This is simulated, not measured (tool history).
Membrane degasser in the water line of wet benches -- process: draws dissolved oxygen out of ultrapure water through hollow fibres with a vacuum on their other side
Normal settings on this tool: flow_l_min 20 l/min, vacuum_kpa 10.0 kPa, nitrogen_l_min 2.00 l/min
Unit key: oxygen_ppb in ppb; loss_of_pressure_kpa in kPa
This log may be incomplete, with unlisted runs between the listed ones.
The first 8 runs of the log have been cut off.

run	hour	flow_l_min	vacuum_kpa	nitrogen_l_min	oxygen_ppb	loss_of_pressure_kpa
9	639.2	20	10.0	2.00	179.0	66.86
10	733.7	20	10.0	2.00	180.7	67.41
11	816.2	20	8.0	2.00	135.1	66.94
12	884.5	20	6.5	2.00	100.6	67.37
13	986.3	20	6.5	2.00	99.8	66.79
14	1038.1	21	6.5	2.00	106.9	70.68
15	1106.6	20	10.0	2.00	178.3	66.88
16	1169.8	20	10.0	2.00	179.6	66.93
17	1230.6	20	10.0	2.00	180.4	67.09
18	1323.8	20	10.0	2.00	179.6	67.11
19	1428.1	25	10.0	2.56	192.7	84.53
20	1492.9	25	10.0	2.56	192.7	83.88
# hour 1572.2: seals of the vacuum lines changed
21	1587.1	16	10.0	2.75	106.4	53.96
22	1648.3	15	10.0	1.06	224.3	50.55
23	1736.8	15	8.1	5.78	40.9	50.50
24	1810.5	15	8.1	5.78	41.3	50.82
25	1853.9	24	10.9	5.78	114.0	80.56
26	1910.7	20	17.2	4.61	167.7	67.25
27	2004.3	20	17.2	4.61	169.0	67.28
28	2099.5	28	10.0	1.56	317.5	94.19
29	2181.1	17	9.2	2.00	132.9	57.06
30	2271.6	17	14.3	2.00	230.2	57.05
31	2359.8	14	9.3	1.16	176.6	47.16

4 ways to go on from here, each from the tool as it stands after run 31. What would each give?
A	2409.7	18	12.4	1.93	?	?
B	2409.7	20	10.0	1.77	?	?
C	2409.7	17	10.0	2.00	?	?
D	2409.7	14	18.0	0.98	?	?

run	oxygen_ppb	loss_of_pressure_kpa
A	214.5	60.52
B	197.9	67.73
C	152.1	56.76
D	466.9	46.84
Had the tool no hidden state, the same runs would have come out as:
run	oxygen_ppb	loss_of_pressure_kpa
A	214.4	60.49
B	197.8	67.70
C	152.0	56.73
D	466.8	46.82

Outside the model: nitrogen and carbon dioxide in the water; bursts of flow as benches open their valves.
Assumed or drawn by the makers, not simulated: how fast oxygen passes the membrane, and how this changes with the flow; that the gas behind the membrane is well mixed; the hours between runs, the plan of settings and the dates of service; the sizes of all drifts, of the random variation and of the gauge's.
